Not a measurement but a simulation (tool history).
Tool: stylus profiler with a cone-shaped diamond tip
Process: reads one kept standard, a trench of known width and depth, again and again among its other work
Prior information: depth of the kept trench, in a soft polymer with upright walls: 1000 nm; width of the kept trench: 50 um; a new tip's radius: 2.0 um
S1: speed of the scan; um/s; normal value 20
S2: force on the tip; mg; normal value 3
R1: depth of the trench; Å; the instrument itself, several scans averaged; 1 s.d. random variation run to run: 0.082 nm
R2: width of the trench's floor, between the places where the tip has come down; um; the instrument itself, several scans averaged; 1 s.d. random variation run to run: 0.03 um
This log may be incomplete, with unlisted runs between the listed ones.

run	hour	S1	S2	R1	R2
1	0	20	3	10115.2	44.31
2	48.8	20	3	10114	44.24
# hour 75.6: height scale calibrated on a step standard
3	79.3	20	3	10107.4	44.23
4	122.6	20	4.56	10148	44.22
5	144	20	4.56	10150	44.19
6	190.4	20	4.56	10149.2	44.15
7	238.3	20	2.15	10082.9	44.1
8	284	20	3	10105.1	44.03
9	307.9	20	3	10108.1	43.99
# hour 321.3: height scale calibrated on a step standard, once more
10	329.8	20	3.61	10138.8	44.13
11	363.9	20	3.61	10138.5	44.03
12	392.5	20	3.61	10137.8	43.94
13	412.2	20	4.44	10158.1	43.99
14	435.9	20	4.44	10160.1	43.99
15	461.5	20	4.44	10159.1	43.93
16	502.3	20	3	10120.9	43.92
17	533	20	3	10120.9	43.88
18	580.3	20	3	10120.1	43.81
19	609.5	45	3	10119.6	43.7
20	656.9	45	3	10118.4	43.63
21	684.3	20	5.46	10180.6	43.77
22	706.8	11	3	10120.3	43.73
23	734.3	11	3	10118	43.76
24	779.3	11	3	10119.7	43.74

Run 25, settings as shown, results not yet in. Your forecast:
25	802	20	3.36	?	?

{"run 25": {"R1": 10129.6, "R2": 43.7}}
On a tool with no hidden condition, and with the same random variation, this run would have come out at R1 10136.2 Å, R2 46.47 um.
